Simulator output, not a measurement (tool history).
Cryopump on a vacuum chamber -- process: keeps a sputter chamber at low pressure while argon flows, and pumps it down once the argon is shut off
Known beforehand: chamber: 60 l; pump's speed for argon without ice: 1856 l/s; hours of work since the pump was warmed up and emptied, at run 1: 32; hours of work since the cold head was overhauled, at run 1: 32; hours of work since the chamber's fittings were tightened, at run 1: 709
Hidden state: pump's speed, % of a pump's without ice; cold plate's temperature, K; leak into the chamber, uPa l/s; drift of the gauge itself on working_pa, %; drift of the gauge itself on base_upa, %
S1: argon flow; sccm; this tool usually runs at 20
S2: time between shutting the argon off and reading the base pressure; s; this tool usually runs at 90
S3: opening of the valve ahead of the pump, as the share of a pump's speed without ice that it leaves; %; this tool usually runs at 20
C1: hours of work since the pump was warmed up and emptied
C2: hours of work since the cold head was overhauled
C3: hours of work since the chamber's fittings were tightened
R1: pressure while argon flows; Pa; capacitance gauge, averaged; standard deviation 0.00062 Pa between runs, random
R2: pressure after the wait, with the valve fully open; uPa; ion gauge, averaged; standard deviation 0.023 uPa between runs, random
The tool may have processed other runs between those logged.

run	hour	S1	S2	S3	C1	C2	C3	R1	R2
1	0	20	90	20	32	32	709	0.0917	1.34
2	46.6	8	90	20	55	55	732	0.0365	1.33
3	72.5	20	90	20	68	68	745	0.0912	1.37
4	111	12	90	20	87	87	764	0.056	1.36
5	153	12	90	20	107	107	785	0.0557	1.44
6	197.5	20	90	20	129	129	807	0.0934	1.44
7	251.1	20	90	20	156	156	833	0.094	1.47
8	289.4	20	90	20	175	175	852	0.0937	1.56
9	331.9	27	90	20	196	196	873	0.1262	1.54
10	384.1	27	90	20	221	221	899	0.1272	1.62
11	423.2	27	90	20	241	241	918	0.127	1.64
12	449.4	27	90	20	254	254	931	0.1278	1.59
13	494.9	27	90	20	276	276	953	0.128	1.64
14	535.9	15	90	20	296	296	974	0.0703	1.74
15	575.1	20	90	46	316	316	993	0.0452	1.76
16	619.8	20	90	17	338	338	1015	0.1123	1.84
17	660.2	12	57	20	358	358	1035	0.0581	2.17
18	705.7	28	275	59	380	380	1057	0.0537	1.52
# hour 739.2: pump warmed up, emptied and cooled again
19	752.1	28	275	59	6	401	1078	0.0448	1.23
20	795.3	28	275	59	28	422	1099	0.0447	1.23
21	828.6	34	117	20	44	438	1116	0.1562	1.48
22	866.6	29	90	54	63	457	1134	0.0494	1.64
23	908.4	29	58	54	84	478	1155	0.0507	1.98
24	947.9	36	58	54	103	497	1175	0.0629	1.97
25	995	38	295	31	126	521	1198	0.1154	1.35
26	1037.8	38	295	31	147	542	1219	0.1166	1.38
27	1081.3	20	126	20	169	563	1240	0.0923	1.66
28	1122.8	20	126	20	189	584	1261	0.0939	1.68
29	1171.5	37	121	20	213	608	1285	0.1743	1.72
30	1219.7	10	63	21	237	631	1309	0.0441	2.18
31	1261.1	12	67	20	258	652	1329	0.0573	2.2

What would each run have given without the hidden state, its run-to-run variation left as it was?
run	R1	R2
1	0.091	0.73
2	0.0361	0.72
3	0.09	0.73
4	0.0551	0.7
5	0.0547	0.74
6	0.0913	0.72
7	0.0915	0.71
8	0.091	0.76
9	0.1221	0.71
10	0.1225	0.74
11	0.1219	0.72
12	0.1224	0.7
13	0.1221	0.69
14	0.0667	0.74
15	0.0401	0.72
16	0.1067	0.73
17	0.0545	1.05
18	0.0445	0.34
19	0.0443	0.38
20	0.0439	0.35
21	0.1549	0.59
22	0.0479	0.71
23	0.0488	1.01
24	0.0602	1
25	0.1118	0.32
26	0.1123	0.33
27	0.0898	0.55
28	0.091	0.53
29	0.1683	0.55
30	0.0423	0.96
31	0.0549	0.93

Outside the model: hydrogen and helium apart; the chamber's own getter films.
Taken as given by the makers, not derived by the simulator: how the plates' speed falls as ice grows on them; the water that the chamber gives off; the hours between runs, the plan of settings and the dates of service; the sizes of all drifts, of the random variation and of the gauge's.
